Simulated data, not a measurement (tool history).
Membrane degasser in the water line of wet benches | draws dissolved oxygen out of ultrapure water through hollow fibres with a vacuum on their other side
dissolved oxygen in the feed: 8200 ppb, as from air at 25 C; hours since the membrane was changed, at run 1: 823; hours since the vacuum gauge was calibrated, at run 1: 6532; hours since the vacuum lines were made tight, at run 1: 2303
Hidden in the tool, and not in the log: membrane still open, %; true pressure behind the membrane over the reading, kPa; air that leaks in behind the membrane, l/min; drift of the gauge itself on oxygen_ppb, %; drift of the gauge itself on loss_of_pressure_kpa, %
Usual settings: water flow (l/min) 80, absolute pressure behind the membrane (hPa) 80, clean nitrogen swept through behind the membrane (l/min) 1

run	day	water flow (l/min)	absolute pressure behind the membrane (hPa)	clean nitrogen swept through behind the membrane (l/min)	hours since the membrane was changed	hours since the vacuum gauge was calibrated	hours since the vacuum lines were made tight	dissolved oxygen in the water behind the degasser (ppb)	pressure that the water loses in the fibres (hPa)
1	0	80	80	1	823	6532	2303	645.3	505.7
2	2.617	80	80	1	885	6595	2366	642.9	508.8
3	5.167	80	80	1	947	6656	2427	642.3	507.1
# day 5.579: vacuum gauge calibrated
4	7.296	80	80	1.98	997	41	2478	407.2	507.1
5	9.946	80	80	1.98	1061	105	2541	402.5	508.8
6	11.962	80	80	1.98	1109	153	2590	407.8	510.1
# day 12.692: vacuum gauge calibrated, once more
7	13.371	80	80	1.98	1143	16	2623	384.8	506.7
8	14.742	80	80	1	1175	49	2656	614.9	505.7
9	16.496	80	80	2.81	1217	91	2698	296.2	507.2
10	18.067	80	80	1.45	1255	129	2736	486.8	507.3
11	20.892	80	80	1	1323	197	2804	618.8	504.4
12	23.633	80	80	1	1389	263	2869	619.5	507.4
13	26.079	80	80	1	1447	321	2928	622.6	505.3
14	27.538	80	80	1	1482	356	2963	626	505.8
15	29.442	80	80	1	1528	402	3009	624.3	505.3
16	31.575	80	80	1	1579	453	3060	624.8	506.3
17	34.125	111	80	1	1641	514	3121	793.4	704.5
18	35.625	80	89.4	1	1677	550	3157	734.2	509.6
19	37.846	80	89.4	1	1730	604	3210	738.3	508.8
20	40.55	57	90.4	1	1795	669	3275	590.1	362.9
21	43.004	57	90.4	1	1854	727	3334	583.6	361.4
22	44.371	96	68.8	2.39	1887	760	3367	320.6	613.1
23	45.546	96	80.4	2.39	1915	788	3395	405.7	611.5
24	48.025	96	80.4	0.89	1974	848	3455	764.9	610.7
25	50.067	121	55.7	0.64	2023	897	3504	571.4	764.6
26	51.708	121	55.7	0.64	2063	936	3543	573.9	773
27	53.896	103	85	0.41	2115	989	3596	1247.5	656.4
28	56.408	103	85	0.41	2175	1049	3656	1245.4	660.8
29	57.729	103	85	0.41	2207	1081	3688	1255.4	657.8
30	60.358	80	102.5	0.55	2270	1144	3751	1247.6	510.3
31	62.867	51	75.1	1	2330	1204	3811	407.2	324.9

The same runs without the tool's hidden state, with the same run-to-run variation:
run	dissolved oxygen in the water behind the degasser (ppb)	pressure that the water loses in the fibres (hPa)
1	620.4	503
2	617.8	505.8
3	617	504
4	387.4	503.8
5	382.7	505.2
6	387.6	506.4
7	381.8	502.9
8	611.4	501.8
9	293.4	503.2
10	483.1	503.2
11	614.6	500.1
12	615	502.9
13	617.9	500.6
14	621.1	501.1
15	619.2	500.4
16	619.6	501.2
17	785.5	697.1
18	728.8	504.1
19	732.7	503.2
20	585.4	358.8
21	578.7	357.1
22	314.4	605.7
23	399.5	604
24	756.5	603.1
25	557	754.7
26	559.1	762.9
27	1238.6	647.5
28	1236.2	651.8
29	1245.8	648.6
30	1241.4	502.9
31	400.8	320
